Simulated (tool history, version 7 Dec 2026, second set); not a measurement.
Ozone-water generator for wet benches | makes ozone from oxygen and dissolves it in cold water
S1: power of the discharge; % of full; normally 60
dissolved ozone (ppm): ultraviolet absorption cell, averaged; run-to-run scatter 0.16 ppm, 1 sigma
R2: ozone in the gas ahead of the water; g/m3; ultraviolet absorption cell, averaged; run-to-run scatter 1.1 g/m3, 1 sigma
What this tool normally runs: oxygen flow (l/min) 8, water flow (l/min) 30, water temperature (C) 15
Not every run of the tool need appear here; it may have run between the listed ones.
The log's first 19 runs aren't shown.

run 20 hour=591.3 | S1=60 oxygen_flow_(l/min)=8 water_flow_(l/min)=30 water_temperature_(C)=16 | dissolved_ozone_(ppm)=19.5 R2=190
run 21 hour=637.1 | S1=68 oxygen_flow_(l/min)=5.28 water_flow_(l/min)=46 water_temperature_(C)=8 | dissolved_ozone_(ppm)=15.2 R2=280.7
run 22 hour=658 | S1=70 oxygen_flow_(l/min)=8 water_flow_(l/min)=30 water_temperature_(C)=15 | dissolved_ozone_(ppm)=22.3 R2=214.3
-- hour=679.9 water thermometer calibrated, once more
run 23 hour=680.4 | S1=70 oxygen_flow_(l/min)=8 water_flow_(l/min)=30 water_temperature_(C)=15 | dissolved_ozone_(ppm)=22.4 R2=212.2
run 24 hour=708.9 | S1=70 oxygen_flow_(l/min)=8 water_flow_(l/min)=30 water_temperature_(C)=15 | dissolved_ozone_(ppm)=22 R2=215.7
run 25 hour=740.8 | S1=100 oxygen_flow_(l/min)=8 water_flow_(l/min)=30 water_temperature_(C)=15 | dissolved_ozone_(ppm)=29.8 R2=284.4
run 26 hour=782.4 | S1=60 oxygen_flow_(l/min)=5.18 water_flow_(l/min)=30 water_temperature_(C)=15 | dissolved_ozone_(ppm)=20.2 R2=255.1
run 27 hour=819.6 | S1=60 oxygen_flow_(l/min)=5.18 water_flow_(l/min)=30 water_temperature_(C)=15 | dissolved_ozone_(ppm)=20.2 R2=253.9
run 28 hour=848 | S1=68 oxygen_flow_(l/min)=4.34 water_flow_(l/min)=39 water_temperature_(C)=10 | dissolved_ozone_(ppm)=17.4 R2=319.1
run 29 hour=893.3 | S1=68 oxygen_flow_(l/min)=4.13 water_flow_(l/min)=39 water_temperature_(C)=7 | dissolved_ozone_(ppm)=17.9 R2=329.3
run 30 hour=934.9 | S1=82 oxygen_flow_(l/min)=7.31 water_flow_(l/min)=26 water_temperature_(C)=17 | dissolved_ozone_(ppm)=28.1 R2=257.1
run 31 hour=959.9 | S1=77 oxygen_flow_(l/min)=8 water_flow_(l/min)=30 water_temperature_(C)=7 | dissolved_ozone_(ppm)=26.6 R2=227.9
run 32 hour=994.1 | S1=77 oxygen_flow_(l/min)=8 water_flow_(l/min)=30 water_temperature_(C)=7 | dissolved_ozone_(ppm)=26.2 R2=229.9
run 33 hour=1017.3 | S1=77 oxygen_flow_(l/min)=8 water_flow_(l/min)=30 water_temperature_(C)=7 | dissolved_ozone_(ppm)=26.3 R2=230.5

Forecast each of these 3 alternatives for the next run:
run A hour=1061 | S1=69 oxygen_flow_(l/min)=8 water_flow_(l/min)=30 water_temperature_(C)=15 | dissolved_ozone_(ppm)=? R2=?
run B hour=1061 | S1=44 oxygen_flow_(l/min)=8 water_flow_(l/min)=30 water_temperature_(C)=7 | dissolved_ozone_(ppm)=? R2=?
run C hour=1061 | S1=77 oxygen_flow_(l/min)=12.59 water_flow_(l/min)=30 water_temperature_(C)=7 | dissolved_ozone_(ppm)=? R2=?

run=A dissolved_ozone_(ppm)=21.9 R2=207.9
run=B dissolved_ozone_(ppm)=16.8 R2=146.6
run=C dissolved_ozone_(ppm)=24.9 R2=166
Without the tool's unlogged condition, the same runs would have read:
run=A dissolved_ozone_(ppm)=23.7 R2=222.3
run=B dissolved_ozone_(ppm)=17.7 R2=152.8
run=C dissolved_ozone_(ppm)=27.1 R2=178.7
